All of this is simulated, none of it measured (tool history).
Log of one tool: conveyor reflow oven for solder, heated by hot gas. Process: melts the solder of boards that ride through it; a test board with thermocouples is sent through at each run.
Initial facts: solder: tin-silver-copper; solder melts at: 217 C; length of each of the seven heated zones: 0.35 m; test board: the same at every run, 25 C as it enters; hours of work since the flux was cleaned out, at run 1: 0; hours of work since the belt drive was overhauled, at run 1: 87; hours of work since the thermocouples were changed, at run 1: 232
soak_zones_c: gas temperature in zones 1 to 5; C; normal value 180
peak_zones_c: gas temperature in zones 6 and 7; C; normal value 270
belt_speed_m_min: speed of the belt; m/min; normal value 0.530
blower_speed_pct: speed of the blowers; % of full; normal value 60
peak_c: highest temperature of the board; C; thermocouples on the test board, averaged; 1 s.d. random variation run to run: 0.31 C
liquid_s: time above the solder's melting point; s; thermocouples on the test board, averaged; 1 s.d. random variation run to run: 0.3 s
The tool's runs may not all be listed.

| run | hour | soak_zones_c | peak_zones_c | belt_speed_m_min | blower_speed_pct | hours of work since the flux was cleaned out | hours of work since the belt drive was overhauled | hours of work since the thermocouples were changed | peak_c | liquid_s |
|---|---|---|---|---|---|---|---|---|---|---|
| 1 | 0.0 | 180 | 270 | 0.530 | 60 | 0 | 87 | 232 | 251.5 | 59.4 |
| 2 | 65.5 | 180 | 270 | 0.530 | 60 | 46 | 134 | 279 | 250.6 | 58.8 |
| 3 | 99.4 | 180 | 270 | 0.530 | 60 | 70 | 158 | 303 | 250.9 | 59.1 |
| 4 | 155.8 | 180 | 270 | 0.530 | 88 | 110 | 198 | 342 | 256.6 | 65.4 |
| 5 | 218.9 | 180 | 270 | 0.530 | 88 | 155 | 242 | 387 | 256.2 | 65.0 |
| 6 | 263.0 | 180 | 270 | 0.446 | 60 | 186 | 274 | 418 | 255.3 | 76.1 |
| 7 | 295.1 | 180 | 270 | 0.530 | 52 | 209 | 296 | 441 | 247.2 | 56.2 |
| 8 | 368.6 | 180 | 270 | 0.530 | 52 | 261 | 348 | 493 | 247.0 | 55.4 |
| 9 | 441.8 | 180 | 270 | 0.530 | 52 | 313 | 400 | 545 | 246.5 | 55.5 |
| 10 | 491.9 | 180 | 270 | 0.530 | 52 | 348 | 436 | 581 | 246.4 | 55.1 |
| 11 | 549.7 | 180 | 270 | 0.530 | 60 | 389 | 477 | 621 | 249.4 | 58.3 |
| 12 | 601.1 | 180 | 270 | 0.530 | 60 | 426 | 513 | 658 | 248.2 | 58.0 |
| 13 | 672.4 | 180 | 270 | 0.530 | 60 | 476 | 564 | 708 | 248.0 | 57.7 |
|  | 683.4 | belt drive overhauled, speed set with a stopwatch |
|  | 708.6 | flux residue cleaned out of gas plates and filters |
| 14 | 748.6 | 180 | 270 | 0.530 | 60 | 28 | 43 | 756 | 250.5 | 60.5 |
| 15 | 822.3 | 180 | 270 | 0.530 | 60 | 81 | 95 | 808 | 250.2 | 60.3 |
| 16 | 896.2 | 167 | 270 | 0.518 | 60 | 133 | 147 | 860 | 248.9 | 55.0 |
| 17 | 958.4 | 170 | 267 | 0.530 | 82 | 177 | 191 | 905 | 250.5 | 58.1 |
| 18 | 997.7 | 170 | 267 | 0.530 | 82 | 205 | 219 | 932 | 250.2 | 58.5 |
| 19 | 1043.9 | 194 | 270 | 0.530 | 60 | 238 | 252 | 965 | 252.7 | 68.1 |
|  | 1073.6 | belt drive overhauled, speed set with a stopwatch, once more |
| 20 | 1080.9 | 194 | 270 | 0.530 | 60 | 261 | 5 | 988 | 252.1 | 66.3 |
| 21 | 1124.0 | 165 | 276 | 0.457 | 60 | 291 | 36 | 1019 | 256.0 | 68.1 |
| 22 | 1184.4 | 184 | 270 | 0.607 | 60 | 334 | 78 | 1062 | 244.3 | 46.1 |
| 23 | 1221.3 | 170 | 279 | 0.487 | 51 | 360 | 105 | 1088 | 253.8 | 62.6 |
| 24 | 1274.9 | 172 | 270 | 0.447 | 60 | 398 | 143 | 1126 | 251.6 | 69.1 |
| 25 | 1344.3 | 180 | 262 | 0.530 | 60 | 447 | 192 | 1175 | 241.0 | 50.5 |
|  | 1414.5 | flux residue cleaned out of gas plates and filters |
| 26 | 1421.1 | 180 | 261 | 0.530 | 63 | 5 | 243 | 1226 | 242.8 | 53.6 |
| 27 | 1477.7 | 193 | 270 | 0.530 | 69 | 45 | 283 | 1266 | 254.6 | 69.4 |
|  | 1494.8 | thermocouples of zones 6 and 7 changed |
| 28 | 1521.4 | 177 | 276 | 0.530 | 55 | 74 | 312 | 19 | 254.7 | 60.8 |
| 29 | 1592.0 | 177 | 276 | 0.530 | 55 | 124 | 362 | 69 | 254.0 | 60.6 |

4 options for the next run, each taken on its own from the tool as it stands now. Forecast them:
| A | 1643.1 | 180 | 270 | 0.563 | 60 | 160 | 398 | 105 | ? | ? |
| B | 1643.1 | 168 | 266 | 0.444 | 60 | 160 | 398 | 105 | ? | ? |
| C | 1643.1 | 174 | 276 | 0.530 | 55 | 160 | 398 | 105 | ? | ? |
| D | 1643.1 | 181 | 275 | 0.530 | 55 | 160 | 398 | 105 | ? | ? |

| run | peak_c | liquid_s |
|---|---|---|
| A | 249.6 | 54.9 |
| B | 251.5 | 68.9 |
| C | 252.3 | 58.8 |
| D | 254.9 | 62.6 |
Without the tool's hidden state the same runs would have given:
| run | peak_c | liquid_s |
|---|---|---|
| A | 250.0 | 54.7 |
| B | 251.7 | 68.6 |
| C | 252.7 | 58.5 |
| D | 255.2 | 62.3 |
